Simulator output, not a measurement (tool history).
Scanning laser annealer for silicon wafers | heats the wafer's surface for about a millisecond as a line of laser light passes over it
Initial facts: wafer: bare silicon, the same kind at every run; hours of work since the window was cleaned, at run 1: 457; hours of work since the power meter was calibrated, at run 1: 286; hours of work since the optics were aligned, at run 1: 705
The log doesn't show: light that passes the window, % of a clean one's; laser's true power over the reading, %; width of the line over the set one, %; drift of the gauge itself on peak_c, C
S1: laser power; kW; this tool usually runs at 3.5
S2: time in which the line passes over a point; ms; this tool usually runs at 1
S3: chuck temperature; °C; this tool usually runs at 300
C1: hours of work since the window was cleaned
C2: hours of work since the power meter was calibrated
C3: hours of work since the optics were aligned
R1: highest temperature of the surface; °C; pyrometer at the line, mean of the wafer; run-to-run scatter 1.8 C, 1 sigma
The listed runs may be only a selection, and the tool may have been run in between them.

run     day     S1    S2   S3   C1   C2   C3    R1
  1       0    3.5     1  300  457  286  705  1032
  2   0.625    3.5     1  300  465  294  713  1033
  3   1.246    3.5     1  300  472  301  721  1034
  4   1.842    3.5     1  300  480  309  728  1037
  5   2.392    3.5  0.78  300  487  316  735   950
  6   3.062  3.715  0.78  300  495  324  744   993
  7   3.538  3.434     1  300  501  330  749  1017
  8   4.233  3.434     1  300  510  339  758  1017
  9   4.867    3.5  0.87  300  517  347  766   984
 10   5.233    3.5  0.87  300  522  351  771   986
 11   5.917    3.5  0.87  300  530  360  779   985
 12   6.425    3.5     1  300  537  366  785  1029
 13   7.004    3.5     1  300  544  373  793  1028
 14   7.471  3.258     1  300  550  379  798   981
 15   7.804  3.258     1  300  554  383  803   982
 16   8.225  3.615  0.87  302  559  388  808  1006
 17   8.804  3.615     1  274  566  396  815  1028
 18   9.275  3.604  0.89  300  572  401  821  1011
 19     9.7  3.232  0.89  266  578  407  826   904
 20  10.271  3.794  1.01  262  585  414  833  1048
 21  10.679  3.517     1  271  590  419  838   999
 22  11.192  3.549  1.09  314  596  425  845  1077
 23  11.654  3.046  1.16  311  602  431  851   990
 24  11.962  2.995  1.25  283  606  435  854   975
 25  12.329    3.5     1  328  610  439  859  1055
 26  12.692   3.21  0.88  330  615  444  863   960
 27  13.192  3.007  1.25  329  621  450  870  1024

Here are 5 independent what-if runs from the current tool condition. What would each one return?
  A  13.517  3.798   1.2  278  625  454  874   ?
  B  13.517  3.673  0.85  311  625  454  874   ?
  C  13.517  3.546  1.25  329  625  454  874   ?
  D  13.517  3.763  0.77  304  625  454  874   ?
  E  13.517  3.007  0.86  325  625  454  874   ?

run    R1
  A  1128
  B  1014
  C  1144
  D   992
  E   908
Stripped of hidden state, with their random variation kept, the same runs would have yielded:
run    R1
  A  1172
  B  1050
  C  1185
  D  1027
  E   937
